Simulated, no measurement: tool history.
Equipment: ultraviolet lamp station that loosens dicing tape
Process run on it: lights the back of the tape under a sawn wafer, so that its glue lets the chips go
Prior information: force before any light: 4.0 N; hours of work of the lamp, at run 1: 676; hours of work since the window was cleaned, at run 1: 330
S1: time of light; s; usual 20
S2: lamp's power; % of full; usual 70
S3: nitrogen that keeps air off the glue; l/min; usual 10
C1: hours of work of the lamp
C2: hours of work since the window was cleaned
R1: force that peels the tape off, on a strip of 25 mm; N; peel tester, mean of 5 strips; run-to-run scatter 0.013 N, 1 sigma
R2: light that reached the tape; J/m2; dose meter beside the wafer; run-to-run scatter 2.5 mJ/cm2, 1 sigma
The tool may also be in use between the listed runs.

run,hour,S1,S2,S3,C1,C2,R1,R2
1,0,20,70,10,676,330,0.951,2270
2,20.7,20,70,10,688,342,0.934,2230
3,41.8,20,70,10,700,354,0.964,2200
4,56.4,20,70,10,708,363,0.987,2260
5,73,20,70,10,718,372,1.021,2160
6,99.9,20,70,10,733,388,1.026,2190
7,116.4,20,70,10,743,397,1.008,2130
8,133.2,20,70,10,753,407,0.99,2160
9,148.4,20,70,10,761,416,1.025,2110
10,174.4,20,70,10,776,431,1.009,2120
11,202,20,80,10,792,447,0.887,2430
# hour 213.9: window cleaned of glue's vapour
12,220.7,20,80,10,803,4,0.806,2570
13,233.2,20,80,10,810,11,0.778,2550
14,263.2,20,80,10,827,28,0.805,2580
15,277.8,20,80,10,836,37,0.832,2500
16,290.4,20,80,10,843,44,0.831,2530
17,311.4,20,70,10,855,56,1.01,2180
18,335.6,14,70,10,869,70,1.471,1500
19,349.8,13,89,16,877,78,0.993,1780
20,378.5,13,89,16,894,95,1.036,1760
21,391.2,38,64,11,901,102,0.423,3690
22,410.9,38,64,11,913,114,0.399,3690
23,430,38,76,4,924,125,0.631,4260
24,454,20,70,19,937,138,0.791,2050
25,479.9,20,70,19,952,153,0.794,2060
26,501.5,20,70,19,965,166,0.795,2010
27,518.6,20,70,19,975,176,0.822,2020
28,543.8,20,70,19,989,190,0.849,1960
29,561.2,21,65,4,999,200,1.658,1910
30,586,32,63,4,1013,215,1.122,2840
31,599.1,32,63,4,1021,222,1.157,2840
32,619.7,20,74,10,1033,234,1.085,2040

Run 33 comes next. What will it give?
# hour 629.1: lamp changed
33,644.1,20,74,10,9,248,?,?

Run 33 gave R1 0.607 N, R2 3050 J/m2.
Were there no unlogged condition in the tool, this run, its random variation unchanged, would have produced R1 0.554 N, R2 3220 J/m2.
